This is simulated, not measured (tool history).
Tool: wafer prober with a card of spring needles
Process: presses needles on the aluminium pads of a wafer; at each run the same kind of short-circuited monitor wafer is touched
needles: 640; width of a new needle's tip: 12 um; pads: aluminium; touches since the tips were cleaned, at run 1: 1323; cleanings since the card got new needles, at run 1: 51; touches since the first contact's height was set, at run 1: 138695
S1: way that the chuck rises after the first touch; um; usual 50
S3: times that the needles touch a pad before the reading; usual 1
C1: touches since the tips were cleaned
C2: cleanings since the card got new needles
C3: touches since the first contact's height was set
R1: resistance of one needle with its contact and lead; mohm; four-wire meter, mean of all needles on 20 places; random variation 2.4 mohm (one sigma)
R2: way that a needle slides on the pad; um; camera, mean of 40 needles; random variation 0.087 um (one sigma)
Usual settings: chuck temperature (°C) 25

run 1 hour=0.0 | S1=50 chuck_temperature_(°C)=25 S3=1 | C1=1323 C2=51 C3=138695 | R1=270 R2=8.92
-- hour=5.1 tips cleaned on abrasive film
-- hour=13.4 tips cleaned on abrasive film
-- hour=21.8 tips cleaned on abrasive film
-- hour=30.2 tips cleaned on abrasive film
-- hour=33.8 height of the first contact set anew
-- hour=38.9 tips cleaned on abrasive film
-- hour=47.2 tips cleaned on abrasive film
run 2 hour=48.4 | S1=50 chuck_temperature_(°C)=25 S3=1 | C1=859 C2=57 C3=10760 | R1=271 R2=8.91
-- hour=55.1 tips cleaned on abrasive film
-- hour=63.5 tips cleaned on abrasive film
-- hour=70.2 tips cleaned on abrasive film
-- hour=78.6 tips cleaned on abrasive film
-- hour=86.9 tips cleaned on abrasive film
-- hour=95.3 tips cleaned on abrasive film
run 3 hour=98.9 | S1=61 chuck_temperature_(°C)=25 S3=1 | C1=2683 C2=63 C3=48095 | R1=262 R2=10.85
-- hour=102.3 tips cleaned on abrasive film
-- hour=110.7 tips cleaned on abrasive film
-- hour=119.0 tips cleaned on abrasive film
-- hour=127.4 tips cleaned on abrasive film
-- hour=134.1 tips cleaned on abrasive film
-- hour=142.5 tips cleaned on abrasive film
run 4 hour=148.4 | S1=40 chuck_temperature_(°C)=25 S3=1 | C1=4430 C2=69 C3=84701 | R1=270 R2=7.09
-- hour=150.2 tips cleaned on abrasive film
-- hour=158.6 tips cleaned on abrasive film
-- hour=166.9 tips cleaned on abrasive film
-- hour=175.3 tips cleaned on abrasive film
-- hour=183.7 tips cleaned on abrasive film
-- hour=190.4 tips cleaned on abrasive film
-- hour=198.8 tips cleaned on abrasive film
-- hour=207.1 tips cleaned on abrasive film
run 5 hour=210.1 | S1=50 chuck_temperature_(°C)=25 S3=1 | C1=2204 C2=77 C3=130221 | R1=269 R2=8.81
-- hour=215.2 tips cleaned on abrasive film
-- hour=221.9 tips cleaned on abrasive film
-- hour=228.6 tips cleaned on abrasive film
-- hour=237.0 tips cleaned on abrasive film
-- hour=243.7 tips cleaned on abrasive film
-- hour=252.1 tips cleaned on abrasive film
-- hour=255.7 height of the first contact set anew
-- hour=260.7 tips cleaned on abrasive film
-- hour=269.1 tips cleaned on abrasive film
run 6 hour=271.9 | S1=50 chuck_temperature_(°C)=25 S3=1 | C1=2099 C2=85 C3=12000 | R1=267 R2=8.79
-- hour=277.0 tips cleaned on abrasive film
-- hour=283.7 tips cleaned on abrasive film
-- hour=292.1 tips cleaned on abrasive film
-- hour=300.4 tips cleaned on abrasive film
-- hour=308.8 tips cleaned on abrasive film
-- hour=316.5 tips cleaned on abrasive film
run 7 hour=316.5 | S1=50 chuck_temperature_(°C)=25 S3=1 | C1=0 C2=91 C3=44913 | R1=267 R2=8.91
-- hour=324.9 tips cleaned on abrasive film
-- hour=333.3 tips cleaned on abrasive film
-- hour=340.0 tips cleaned on abrasive film
-- hour=348.3 tips cleaned on abrasive film
-- hour=356.7 tips cleaned on abrasive film
-- hour=363.4 tips cleaned on abrasive film
-- hour=371.8 tips cleaned on abrasive film
-- hour=380.2 tips cleaned on abrasive film
run 8 hour=381.8 | S1=50 chuck_temperature_(°C)=25 S3=1 | C1=1178 C2=99 C3=93119 | R1=271 R2=9.01
-- hour=388.5 tips cleaned on abrasive film
-- hour=396.9 tips cleaned on abrasive film
-- hour=405.2 tips cleaned on abrasive film
-- hour=413.6 tips cleaned on abrasive film
-- hour=422.0 tips cleaned on abrasive film
-- hour=430.3 tips cleaned on abrasive film
run 9 hour=431.4 | S1=50 chuck_temperature_(°C)=25 S3=1 | C1=775 C2=105 C3=129784 | R1=263 R2=8.96
-- hour=438.1 tips cleaned on abrasive film
-- hour=446.5 tips cleaned on abrasive film
-- hour=454.8 tips cleaned on abrasive film
-- hour=461.6 tips cleaned on abrasive film
-- hour=469.9 tips cleaned on abrasive film
run 10 hour=475.1 | S1=47 chuck_temperature_(°C)=25 S3=1 | C1=3842 C2=110 C3=162090 | R1=271 R2=8.46
-- hour=476.8 tips cleaned on abrasive film
-- hour=477.1 height of the first contact set anew
-- hour=485.5 tips cleaned on abrasive film
-- hour=493.9 tips cleaned on abrasive film
-- hour=502.2 tips cleaned on abrasive film
-- hour=510.6 tips cleaned on abrasive film
-- hour=519.0 tips cleaned on abrasive film
-- hour=527.4 tips cleaned on abrasive film
run 11 hour=531.1 | S1=47 chuck_temperature_(°C)=25 S3=1 | C1=2814 C2=117 C3=39941 | R1=268 R2=8.29
-- hour=534.5 tips cleaned on abrasive film
-- hour=541.3 tips cleaned on abrasive film
-- hour=548.0 tips cleaned on abrasive film
-- hour=556.3 tips cleaned on abrasive film
-- hour=563.9 tips cleaned on abrasive film
run 12 hour=563.9 | S1=57 chuck_temperature_(°C)=25 S3=1 | C1=0 C2=122 C3=64061 | R1=260 R2=10.12
-- hour=572.2 tips cleaned on abrasive film
-- hour=580.6 tips cleaned on abrasive film
-- hour=587.3 tips cleaned on abrasive film
-- hour=595.7 tips cleaned on abrasive film
-- hour=604.1 tips cleaned on abrasive film
-- hour=612.5 tips cleaned on abrasive film
-- hour=619.2 tips cleaned on abrasive film
-- hour=627.5 tips cleaned on abrasive film
-- hour=634.3 tips cleaned on abrasive film
run 13 hour=636.0 | S1=50 chuck_temperature_(°C)=91 S3=1 | C1=1310 C2=131 C3=117348 | R1=291 R2=8.85
-- hour=641.1 tips cleaned on abrasive film
-- hour=649.4 tips cleaned on abrasive film
-- hour=657.8 tips cleaned on abrasive film
-- hour=666.2 tips cleaned on abrasive film
-- hour=674.6 tips cleaned on abrasive film
-- hour=682.9 tips cleaned on abrasive film
-- hour=689.7 tips cleaned on abrasive film
-- hour=698.0 tips cleaned on abrasive film
-- hour=700.0 height of the first contact set anew
-- hour=705.0 tips cleaned on abrasive film
run 14 hour=710.2 | S1=40 chuck_temperature_(°C)=102 S3=2 | C1=3874 C2=140 C3=7586 | R1=296 R2=7.07
-- hour=712.0 tips cleaned on abrasive film
-- hour=720.3 tips cleaned on abrasive film
-- hour=728.7 tips cleaned on abrasive film
-- hour=737.1 tips cleaned on abrasive film
-- hour=745.5 tips cleaned on abrasive film
-- hour=753.8 tips cleaned on abrasive film
-- hour=760.6 tips cleaned on abrasive film
-- hour=768.9 tips cleaned on abrasive film
run 15 hour=771.1 | S1=38 chuck_temperature_(°C)=29 S3=1 | C1=1595 C2=148 C3=52495 | R1=272 R2=6.56
-- hour=776.1 tips cleaned on abrasive film
-- hour=782.8 tips cleaned on abrasive film
-- hour=791.2 tips cleaned on abrasive film
-- hour=797.9 tips cleaned on abrasive film
run 16 hour=803.4 | S1=50 chuck_temperature_(°C)=77 S3=2 | C1=4049 C2=152 C3=76347 | R1=283 R2=9.01
-- hour=805.1 tips cleaned on abrasive film
-- hour=813.5 tips cleaned on abrasive film
-- hour=821.9 tips cleaned on abrasive film
-- hour=828.6 tips cleaned on abrasive film
-- hour=836.9 tips cleaned on abrasive film
-- hour=845.3 tips cleaned on abrasive film
run 17 hour=845.4 | S1=50 chuck_temperature_(°C)=77 S3=2 | C1=80 C2=158 C3=107367 | R1=285 R2=8.97
-- hour=852.1 tips cleaned on abrasive film
-- hour=860.5 tips cleaned on abrasive film
-- hour=872.5 card fitted with new needles
-- hour=880.9 tips cleaned on abrasive film
-- hour=889.3 tips cleaned on abrasive film
-- hour=897.6 tips cleaned on abrasive film
-- hour=906.0 tips cleaned on abrasive film
-- hour=912.7 tips cleaned on abrasive film
-- hour=920.6 tips cleaned on abrasive film
run 18 hour=920.6 | S1=50 chuck_temperature_(°C)=77 S3=2 | C1=0 C2=6 C3=35500 | R1=287 R2=8.74
-- hour=927.3 tips cleaned on abrasive film
-- hour=935.7 tips cleaned on abrasive film
-- hour=944.0 tips cleaned on abrasive film
-- hour=952.4 tips cleaned on abrasive film
-- hour=959.1 tips cleaned on abrasive film
-- hour=967.5 tips cleaned on abrasive film
-- hour=975.9 tips cleaned on abrasive film
-- hour=982.6 tips cleaned on abrasive film
-- hour=991.0 tips cleaned on abrasive film
run 19 hour=993.7 | S1=50 chuck_temperature_(°C)=75 S3=1 | C1=2007 C2=15 C3=89486 | R1=287 R2=8.86
-- hour=998.7 tips cleaned on abrasive film
-- hour=1007.1 tips cleaned on abrasive film
-- hour=1015.5 tips cleaned on abrasive film
-- hour=1023.8 tips cleaned on abrasive film
-- hour=1030.6 tips cleaned on abrasive film
run 20 hour=1031.1 | S1=50 chuck_temperature_(°C)=75 S3=1 | C1=411 C2=20 C3=117126 | R1=280 R2=8.82
-- hour=1037.8 tips cleaned on abrasive film
-- hour=1044.5 tips cleaned on abrasive film
-- hour=1052.9 tips cleaned on abrasive film
-- hour=1061.3 tips cleaned on abrasive film
-- hour=1069.7 tips cleaned on abrasive film
-- hour=1078.0 tips cleaned on abrasive film
-- hour=1086.4 tips cleaned on abrasive film
-- hour=1094.8 tips cleaned on abrasive film
-- hour=1095.1 height of the first contact set anew
-- hour=1102.4 tips cleaned on abrasive film
run 21 hour=1102.4 | S1=39 chuck_temperature_(°C)=25 S3=1 | C1=0 C2=29 C3=5407 | R1=273 R2=7.00
-- hour=1110.8 tips cleaned on abrasive film
-- hour=1119.2 tips cleaned on abrasive film
-- hour=1125.9 tips cleaned on abrasive film
-- hour=1134.3 tips cleaned on abrasive film
-- hour=1142.6 tips cleaned on abrasive film
-- hour=1151.0 tips cleaned on abrasive film
-- hour=1157.7 tips cleaned on abrasive film
run 22 hour=1159.7 | S1=39 chuck_temperature_(°C)=25 S3=1 | C1=1512 C2=36 C3=47759 | R1=275 R2=7.14

Forecast each of these 3 alternatives for the next run:
-- hour=1164.8 tips cleaned on abrasive film
-- hour=1171.5 tips cleaned on abrasive film
-- hour=1179.9 tips cleaned on abrasive film
-- hour=1186.6 tips cleaned on abrasive film
-- hour=1195.0 tips cleaned on abrasive film
-- hour=1203.4 tips cleaned on abrasive film
-- hour=1211.7 tips cleaned on abrasive film
-- hour=1220.1 tips cleaned on abrasive film
-- hour=1228.5 tips cleaned on abrasive film
run A hour=1231.3 | S1=47 chuck_temperature_(°C)=30 S3=1 | C1=2125 C2=45 C3=100621 | R1=? R2=?
-- hour=1164.8 tips cleaned on abrasive film
-- hour=1171.5 tips cleaned on abrasive film
-- hour=1179.9 tips cleaned on abrasive film
-- hour=1186.6 tips cleaned on abrasive film
-- hour=1195.0 tips cleaned on abrasive film
-- hour=1203.4 tips cleaned on abrasive film
-- hour=1211.7 tips cleaned on abrasive film
-- hour=1220.1 tips cleaned on abrasive film
-- hour=1228.5 tips cleaned on abrasive film
run B hour=1231.3 | S1=55 chuck_temperature_(°C)=89 S3=1 | C1=2125 C2=45 C3=100621 | R1=? R2=?
-- hour=1164.8 tips cleaned on abrasive film
-- hour=1171.5 tips cleaned on abrasive film
-- hour=1179.9 tips cleaned on abrasive film
-- hour=1186.6 tips cleaned on abrasive film
-- hour=1195.0 tips cleaned on abrasive film
-- hour=1203.4 tips cleaned on abrasive film
-- hour=1211.7 tips cleaned on abrasive film
-- hour=1220.1 tips cleaned on abrasive film
-- hour=1228.5 tips cleaned on abrasive film
run C hour=1231.3 | S1=54 chuck_temperature_(°C)=25 S3=2 | C1=2125 C2=45 C3=100621 | R1=? R2=?

run=A R1=272 R2=8.26
run=B R1=287 R2=9.89
run=C R1=266 R2=9.62
Without the tool's hidden state the same runs would have given:
run=A R1=272 R2=8.27
run=B R1=287 R2=9.89
run=C R1=266 R2=9.62
